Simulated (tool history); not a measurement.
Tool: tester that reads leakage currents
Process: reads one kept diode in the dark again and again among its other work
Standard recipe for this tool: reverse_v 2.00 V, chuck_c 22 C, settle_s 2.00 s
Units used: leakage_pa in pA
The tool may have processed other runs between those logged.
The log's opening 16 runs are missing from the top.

{"run": 17, "day": 66.092, "reverse_v": 2.0, "chuck_c": 30, "settle_s": 2.0, "leakage_pa": 132.9}
{"run": 18, "day": 69.867, "reverse_v": 2.0, "chuck_c": 30, "settle_s": 2.0, "leakage_pa": 131.95}
{"run": 19, "day": 73.642, "reverse_v": 2.0, "chuck_c": 22, "settle_s": 2.0, "leakage_pa": 68.16}
{"day": 74.571, "done": "chuck's temperature calibrated"}
{"run": 20, "day": 78.275, "reverse_v": 2.0, "chuck_c": 27, "settle_s": 2.0, "leakage_pa": 103.59}
{"run": 21, "day": 83.083, "reverse_v": 2.0, "chuck_c": 24, "settle_s": 1.74, "leakage_pa": 80.34}
{"run": 22, "day": 88.217, "reverse_v": 2.0, "chuck_c": 24, "settle_s": 1.74, "leakage_pa": 80.46}
{"run": 23, "day": 90.771, "reverse_v": 3.33, "chuck_c": 22, "settle_s": 2.0, "leakage_pa": 83.82}
{"run": 24, "day": 93.383, "reverse_v": 3.33, "chuck_c": 22, "settle_s": 2.0, "leakage_pa": 82.89}
{"day": 96.079, "done": "tester calibrated"}
{"run": 25, "day": 97.762, "reverse_v": 3.33, "chuck_c": 22, "settle_s": 2.0, "leakage_pa": 83.46}
{"day": 98.771, "done": "probe card cleaned and baked"}
{"run": 26, "day": 100.142, "reverse_v": 3.31, "chuck_c": 51, "settle_s": 5.8, "leakage_pa": 809.98}
{"run": 27, "day": 103.229, "reverse_v": 3.31, "chuck_c": 48, "settle_s": 5.8, "leakage_pa": 652.52}
{"run": 28, "day": 107.654, "reverse_v": 3.31, "chuck_c": 35, "settle_s": 4.58, "leakage_pa": 243.05}
{"run": 29, "day": 112.346, "reverse_v": 4.19, "chuck_c": 47, "settle_s": 2.0, "leakage_pa": 664.11}
{"run": 30, "day": 116.346, "reverse_v": 3.09, "chuck_c": 38, "settle_s": 2.0, "leakage_pa": 299.37}
{"run": 31, "day": 120.379, "reverse_v": 1.17, "chuck_c": 21, "settle_s": 2.0, "leakage_pa": 49.92}
{"run": 32, "day": 123.196, "reverse_v": 1.17, "chuck_c": 21, "settle_s": 2.0, "leakage_pa": 49.93}
{"run": 33, "day": 125.85, "reverse_v": 5.01, "chuck_c": 59, "settle_s": 2.0, "leakage_pa": 1669.13}
{"run": 34, "day": 129.5, "reverse_v": 7.55, "chuck_c": 59, "settle_s": 2.0, "leakage_pa": 1979.03}
{"run": 35, "day": 134.629, "reverse_v": 2.0, "chuck_c": 55, "settle_s": 0.38, "leakage_pa": 879.46}
{"run": 36, "day": 139.888, "reverse_v": 15.16, "chuck_c": 22, "settle_s": 1.74, "leakage_pa": 154.26}
{"run": 37, "day": 145.438, "reverse_v": 15.16, "chuck_c": 22, "settle_s": 1.74, "leakage_pa": 154.66}
{"run": 38, "day": 150.342, "reverse_v": 15.16, "chuck_c": 22, "settle_s": 1.74, "leakage_pa": 155.24}
{"run": 39, "day": 152.708, "reverse_v": 9.05, "chuck_c": 53, "settle_s": 1.74, "leakage_pa": 1403.51}

Below are 5 alternative next runs, each starting from the tool's condition after run 39. Predict each:
{"run": "A", "day": 155.183, "reverse_v": 1.48, "chuck_c": 25, "settle_s": 2.0, "leakage_pa": "?"}
{"run": "B", "day": 155.183, "reverse_v": 12.62, "chuck_c": 53, "settle_s": 1.74, "leakage_pa": "?"}
{"run": "C", "day": 155.183, "reverse_v": 5.12, "chuck_c": 22, "settle_s": 0.31, "leakage_pa": "?"}
{"run": "D", "day": 155.183, "reverse_v": 9.05, "chuck_c": 41, "settle_s": 1.74, "leakage_pa": "?"}
{"run": "E", "day": 155.183, "reverse_v": 2.0, "chuck_c": 22, "settle_s": 3.04, "leakage_pa": "?"}

run=A leakage_pa=77.30
run=B leakage_pa=1599.26
run=C leakage_pa=101.24
run=D leakage_pa=581.98
run=E leakage_pa=67.90
With no hidden state in the tool, these same runs would have given:
run=A leakage_pa=77.21
run=B leakage_pa=1597.83
run=C leakage_pa=101.11
run=D leakage_pa=581.39
run=E leakage_pa=67.82
